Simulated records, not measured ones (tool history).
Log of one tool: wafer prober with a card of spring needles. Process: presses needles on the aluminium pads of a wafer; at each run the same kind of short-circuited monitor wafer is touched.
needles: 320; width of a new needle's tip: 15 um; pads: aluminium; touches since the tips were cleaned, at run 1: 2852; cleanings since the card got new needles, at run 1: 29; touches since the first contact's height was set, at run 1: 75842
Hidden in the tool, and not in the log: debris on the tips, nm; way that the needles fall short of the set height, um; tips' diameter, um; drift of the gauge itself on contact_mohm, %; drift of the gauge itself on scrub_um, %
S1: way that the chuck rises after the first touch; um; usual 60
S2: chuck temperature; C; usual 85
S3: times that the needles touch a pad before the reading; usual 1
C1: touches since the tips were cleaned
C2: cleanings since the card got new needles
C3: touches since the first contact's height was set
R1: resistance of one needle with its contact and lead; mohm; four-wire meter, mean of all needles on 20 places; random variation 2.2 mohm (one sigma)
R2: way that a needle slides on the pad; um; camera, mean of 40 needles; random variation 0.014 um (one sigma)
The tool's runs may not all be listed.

run     day  S1  S2  S3    C1  C2      C3   R1     R2
  1       0  60  85   1  2852  29   75842  273   9.25
      0.546  -- tips cleaned on abrasive film
  2   0.754  60  66   1  1660  30   81860  258   9.22
      1.512  -- tips cleaned on abrasive film
  3     1.7  42  85   1  1508  31   89413  279   6.43
  4   2.217  42  85   1  5658  31   93563  328   6.42
      2.421  -- tips cleaned on abrasive film
  5   2.779  60  85   1  2881  32   98030  270   9.24
       3.35  -- tips cleaned on abrasive film
  6   3.658  60  85   1  2478  33  105066  270   9.19
      4.275  -- tips cleaned on abrasive film
  7   4.329  60  85   1   406  34  110385  252   9.24
  8   4.938  60  85   1  5296  34  115275  281   9.21
      5.229  -- tips cleaned on abrasive film
  9    5.95  60  85   1  5786  35  123367  281    9.2
      6.142  -- tips cleaned on abrasive film
 10   6.871  60  85   2  5829  36  130712  268   9.22
      7.071  -- tips cleaned on abrasive film
 11   7.879  60  85   2  6501  37  138774  272   9.19
      7.971  -- tips cleaned on abrasive film
 12   8.779  76  40   2  6485  38  145947  248  11.69
      8.875  -- tips cleaned on abrasive film
      9.112  -- height of the first contact set anew
 13   9.642  68  40   2  6056  39    4246  250  10.59
        9.8  -- tips cleaned on abrasive film
 14  10.533  68  40   2  5867  40   11345  248  10.55
     10.738  -- tips cleaned on abrasive film
 15  11.333  45  40   2  4806  41   17753  271   6.98
     11.696  -- tips cleaned on abrasive film
 16  12.204  45  40   2  4076  42   24678  271   6.98
     12.633  -- tips cleaned on abrasive film
 17  13.058  59  97   1  3424  43   31513  280   9.12
     13.546  -- tips cleaned on abrasive film
 18  13.821  59  97   2  2207  44   37600  259   9.14
     14.471  -- tips cleaned on abrasive film
 19  14.471  55  35   1     0  45   42773  235    8.5
 20  14.892  55  35   1  3368  45   46141  267    8.5
     15.438  -- tips cleaned on abrasive film
 21   15.65  55  62   1  1721  46   52208  261    8.5

Hidden state at the last listed run before each entry between runs and at the first one after, where it differs:
Between runs 1 and 2: tips cleaned on abrasive film (day 0.546)
  debris on the tips, nm: 56.6 -> 38.1; way that the needles fall short of the set height, um: 0.47 -> 0.51; tips' diameter, um: 15.49 -> 15.51
  measured less the result without the state, R1: +29 -> +20 mohm; R2: -0.07 -> -0.08 um
Between runs 2 and 3: tips cleaned on abrasive film (day 1.512)
  debris on the tips, nm: 38.1 -> 33.7; way that the needles fall short of the set height, um: 0.51 -> 0.57; tips' diameter, um: 15.51 -> 15.53
  measured less the result without the state, R1: +20 -> +32 mohm; R2: -0.08 -> -0.09 um
Between runs 4 and 5: tips cleaned on abrasive film (day 2.421)
  debris on the tips, nm: 81 -> 53.2; way that the needles fall short of the set height, um: 0.57 -> 0.62; tips' diameter, um: 15.53 -> 15.54
  measured less the result without the state, R1: +77 -> +27 mohm; R2: -0.09 -> -0.1 um
Between runs 5 and 6: tips cleaned on abrasive film (day 3.35)
  debris on the tips, nm: 53.2 -> 48.7; way that the needles fall short of the set height, um: 0.62 -> 0.66; tips' diameter, um: 15.54 -> 15.56
  measured less the result without the state, R1: +27 -> +25 mohm; R2: -0.1 -> -0.1 um
Between runs 6 and 7: tips cleaned on abrasive film (day 4.275)
  debris on the tips, nm: 48.7 -> 12.6; way that the needles fall short of the set height, um: 0.66 -> 0.71; tips' diameter, um: 15.56 -> 15.58
  measured less the result without the state, R1: +25 -> +7 mohm; R2: -0.1 -> -0.11 um
Between runs 8 and 9: tips cleaned on abrasive film (day 5.229)
  debris on the tips, nm: 74.2 -> 78.6; way that the needles fall short of the set height, um: 0.71 -> 0.77; tips' diameter, um: 15.58 -> 15.6
  measured less the result without the state, R1: +38 -> +40 mohm; R2: -0.11 -> -0.12 um
Between runs 9 and 10: tips cleaned on abrasive film (day 6.142)
  debris on the tips, nm: 78.6 -> 77.6; way that the needles fall short of the set height, um: 0.77 -> 0.81; tips' diameter, um: 15.6 -> 15.61
  measured less the result without the state, R1: +40 -> +24 mohm; R2: -0.12 -> -0.13 um
Between runs 10 and 11: tips cleaned on abrasive film (day 7.071)
  debris on the tips, nm: 77.6 -> 83.9; way that the needles fall short of the set height, um: 0.81 -> 0.87; tips' diameter, um: 15.61 -> 15.63
  measured less the result without the state, R1: +24 -> +27 mohm; R2: -0.13 -> -0.14 um
Between runs 11 and 12: tips cleaned on abrasive film (day 7.971)
  debris on the tips, nm: 83.9 -> 83.1; way that the needles fall short of the set height, um: 0.87 -> 0.91; tips' diameter, um: 15.63 -> 15.65
  measured less the result without the state, R1: +27 -> +19 mohm; R2: -0.14 -> -0.14 um
Between runs 12 and 13: tips cleaned on abrasive film (day 8.875); height of the first contact set anew (day 9.112)
  debris on the tips, nm: 83.1 -> 79.2; way that the needles fall short of the set height, um: 0.91 -> 0; tips' diameter, um: 15.65 -> 15.67
  measured less the result without the state, R1: +19 -> +21 mohm; R2: -0.14 -> +0 um
Between runs 13 and 14: tips cleaned on abrasive film (day 9.8)
  debris on the tips, nm: 79.2 -> 78.7; way that the needles fall short of the set height, um: 0 -> 0.04; tips' diameter, um: 15.67 -> 15.68
  measured less the result without the state, R1: +21 -> +21 mohm; R2: +0 -> -0.01 um
Between runs 14 and 15: tips cleaned on abrasive film (day 10.738)
  debris on the tips, nm: 78.7 -> 73.5; way that the needles fall short of the set height, um: 0.04 -> 0.09; tips' diameter, um: 15.68 -> 15.7
  measured less the result without the state, R1: +21 -> +40 mohm; R2: -0.01 -> -0.01 um
Between runs 15 and 16: tips cleaned on abrasive film (day 11.696)
  debris on the tips, nm: 73.5 -> 67.3; way that the needles fall short of the set height, um: 0.09 -> 0.14; tips' diameter, um: 15.7 -> 15.72
  measured less the result without the state, R1: +40 -> +36 mohm; R2: -0.01 -> -0.02 um
Between runs 16 and 17: tips cleaned on abrasive film (day 12.633)
  debris on the tips, nm: 67.3 -> 60; way that the needles fall short of the set height, um: 0.14 -> 0.19; tips' diameter, um: 15.72 -> 15.73
  measured less the result without the state, R1: +36 -> +31 mohm; R2: -0.02 -> -0.03 um
Between runs 17 and 18: tips cleaned on abrasive film (day 13.546)
  debris on the tips, nm: 60 -> 44.7; way that the needles fall short of the set height, um: 0.19 -> 0.24; tips' diameter, um: 15.73 -> 15.75
  measured less the result without the state, R1: +31 -> +15 mohm; R2: -0.03 -> -0.04 um
Between runs 18 and 19: tips cleaned on abrasive film (day 14.471)
  debris on the tips, nm: 44.7 -> 8.1; way that the needles fall short of the set height, um: 0.24 -> 0.29; tips' diameter, um: 15.75 -> 15.77
  measured less the result without the state, R1: +15 -> +5 mohm; R2: -0.04 -> -0.05 um
Between runs 20 and 21: tips cleaned on abrasive film (day 15.438)
  debris on the tips, nm: 60.6 -> 34.9; way that the needles fall short of the set height, um: 0.29 -> 0.35; tips' diameter, um: 15.77 -> 15.79
  measured less the result without the state, R1: +38 -> +22 mohm; R2: -0.05 -> -0.05 um
